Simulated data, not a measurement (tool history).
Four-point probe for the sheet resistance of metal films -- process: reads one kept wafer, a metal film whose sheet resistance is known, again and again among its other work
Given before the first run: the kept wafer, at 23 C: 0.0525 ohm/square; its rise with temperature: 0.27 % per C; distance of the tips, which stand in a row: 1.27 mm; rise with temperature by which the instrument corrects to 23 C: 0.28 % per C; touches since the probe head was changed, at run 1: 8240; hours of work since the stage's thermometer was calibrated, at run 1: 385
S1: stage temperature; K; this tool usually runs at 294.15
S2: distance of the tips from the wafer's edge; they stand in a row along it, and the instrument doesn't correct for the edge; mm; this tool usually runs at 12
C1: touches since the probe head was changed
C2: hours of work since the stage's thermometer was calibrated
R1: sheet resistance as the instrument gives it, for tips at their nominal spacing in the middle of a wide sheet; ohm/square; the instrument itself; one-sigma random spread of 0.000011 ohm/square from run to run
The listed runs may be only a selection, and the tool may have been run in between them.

run	hour	S1	S2	C1	C2	R1
1	0	294.15	12	8240	385	0.052909
2	144.6	294.15	12	16292	493	0.052889
3	219.5	294.15	12	20463	549	0.052916
4	302	294.15	10	25057	611	0.053107
5	445.7	305.15	10	33061	718	0.053074
6	506.3	305.15	10	36436	763	0.053065
7	590.1	294.15	12	41102	826	0.053034
8	654.1	307.15	12	44664	873	0.052985
9	798.1	307.15	12	52684	981	0.052997
10	928.2	294.15	27	59928	1078	0.052869
11	1029.1	294.15	12	65547	1153	0.053152
12	1169.1	294.15	12	73345	1258	0.053182
13	1232.1	294.15	12	76855	1305	0.053174
14	1297.2	294.15	12	80480	1353	0.053228
15	1392.3	294.15	12	85775	1424	0.053243
16	1510	294.15	12	92329	1512	0.053266
17	1625	294.15	12	98733	1598	0.053318
18	1687.2	308.15	12	102198	1644	0.053239
# hour 1795.8: stage's thermometer calibrated
19	1817.3	308.15	12	109416	16	0.053169
20	1903.7	308.15	12	114223	80	0.053193
21	1993.9	308.15	12	119247	148	0.053216
22	2068.9	292.15	52	123426	204	0.053028
23	2137.3	295.15	18	127231	255	0.053152
24	2216.6	296.15	27	131649	314	0.053103
25	2357.9	306.15	11	139517	419	0.053384
26	2457.2	306.15	12	145046	494	0.053354
27	2531.6	308.15	12	149192	549	0.053378
28	2596.7	291.15	10	152815	598	0.053616
29	2693.4	301.15	8	158200	670	0.053854
30	2816.5	292.15	12	165060	762	0.053524
31	2889.5	298.15	63	169122	816	0.053195
32	2973	293.15	20	173773	878	0.053367
33	3113.2	296.15	28	181579	983	0.053323
34	3253.5	306.15	28	189395	1088	0.053293
35	3356.2	306.15	28	195113	1164	0.053311
36	3466.6	291.15	5	201262	1247	0.055145
# hour 3571.8: new probe head fitted
37	3571.9	302.15	43	5	1325	0.052704
38	3708.7	300.15	6	7626	1427	0.053938
39	3798.2	297.15	12	12607	1493	0.053059
40	3857.7	292.15	5	15923	1538	0.054558
41	3944.4	293.15	7	20750	1603	0.053731

3 options for the next run, each taken on its own from the tool as it stands now. Forecast them:
A	4085.7	292.15	46	28621	1708	?
B	4085.7	293.15	28	28621	1708	?
C	4085.7	295.15	13	28621	1708	?

run	R1
A	0.052877
B	0.052888
C	0.053087
Without the tool's unlogged condition, the same runs would have read:
run	R1
A	0.05255
B	0.052561
C	0.052759
